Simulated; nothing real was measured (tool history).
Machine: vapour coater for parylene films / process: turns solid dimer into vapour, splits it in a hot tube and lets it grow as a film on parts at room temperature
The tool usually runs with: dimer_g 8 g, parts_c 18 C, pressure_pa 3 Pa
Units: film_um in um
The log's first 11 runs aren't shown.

run	day	dimer_g	parts_c	pressure_pa	film_um
12	19.758	8	21	3	4.29
13	21.229	8	21	3	4.26
14	23.279	8	21	3	4.28
15	25.088	8	18	3	4.49
16	26.262	8	18	3	4.47
17	27.667	6	18	3	3.34
18	30.079	4	18	3	2.24
19	31.112	5	17	3	2.84
20	32.383	5	13	2.53	3.14
21	34.233	8	18	2.99	4.48
22	35.292	8	18	2.99	4.47
23	37.671	8	18	3.86	4.19
24	39.071	8	18	3.86	4.21
25	41.062	12	18	7.81	5.38
26	43.158	12	13	5.71	6.33
27	45.142	9	11	5.29	4.93
28	46.55	9	11	5.29	4.92
29	48.408	12	25	2.36	6.35
30	50.804	6	19	10.32	2.51
31	51.838	6	19	10.32	2.48
32	53.333	6	19	10.32	2.48

What will run 33 give?
33	55.192	6	19	10.45	?

film_um: 2.48 um
Without the tool's hidden state the same run would have given film_um 2.48 um.
